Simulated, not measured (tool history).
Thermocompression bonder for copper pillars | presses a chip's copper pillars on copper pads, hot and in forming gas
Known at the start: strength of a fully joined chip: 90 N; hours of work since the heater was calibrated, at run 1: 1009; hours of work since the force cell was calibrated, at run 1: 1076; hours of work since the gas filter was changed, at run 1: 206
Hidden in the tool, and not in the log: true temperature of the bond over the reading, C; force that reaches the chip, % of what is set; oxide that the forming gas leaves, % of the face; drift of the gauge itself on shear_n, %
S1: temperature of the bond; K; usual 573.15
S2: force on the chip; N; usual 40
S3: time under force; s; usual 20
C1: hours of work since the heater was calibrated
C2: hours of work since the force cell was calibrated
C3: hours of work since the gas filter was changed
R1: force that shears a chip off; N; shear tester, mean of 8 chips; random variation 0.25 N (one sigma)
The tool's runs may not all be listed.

run   hour      S1  S2  S3    C1    C2   C3    R1
  1      0  573.15  40  20  1009  1076  206  38.6
  2   38.7  573.15  40  20  1026  1094  224  38.2
  3   89.4  573.15  29  20  1049  1117  247  29.1
  4  133.2  573.15  40  20  1069  1137  267  38.4
  5  187.3  573.15  33  20  1094  1162  291  32.8
     206.2  -- forming gas filter changed
  6  214.1  573.15  40  20  1106  1174    4  38.5
  7  245.3  573.15  40  20  1120  1188   18  38.3
  8  277.9  573.15  40  20  1135  1203   33  37.9
  9  324.9  579.15  37  34  1157  1224   54  46.7
 10  356.8  573.15  40  34  1171  1239   69  45.8
 11  387.5  573.15  40  34  1185  1253   83  46.4
 12  436.2  573.15  40  28  1207  1275  105  43.5
 13  479.7  583.15  24  20  1227  1295  125  28.2
 14  531.1  557.15  31  22  1250  1318  148  25.5
 15  558.7  577.15  26  20  1263  1331  161    28
 16  604.1  566.15  25  15  1284  1351  181  20.6

Forecast each of these 4 alternatives for the next run:
  A   642  566.15  32  15  1301  1369  199   ?
  B   642  566.15  25  19  1301  1369  199   ?
  C   642  558.15  40  58  1301  1369  199   ?
  D   642  566.15  40  15  1301  1369  199   ?

run    R1
  A  25.6
  B  22.3
  C  46.4
  D  31.3
Without the tool's hidden state the same runs would have given:
run    R1
  A  25.6
  B  22.3
  C  46.4
  D  31.2
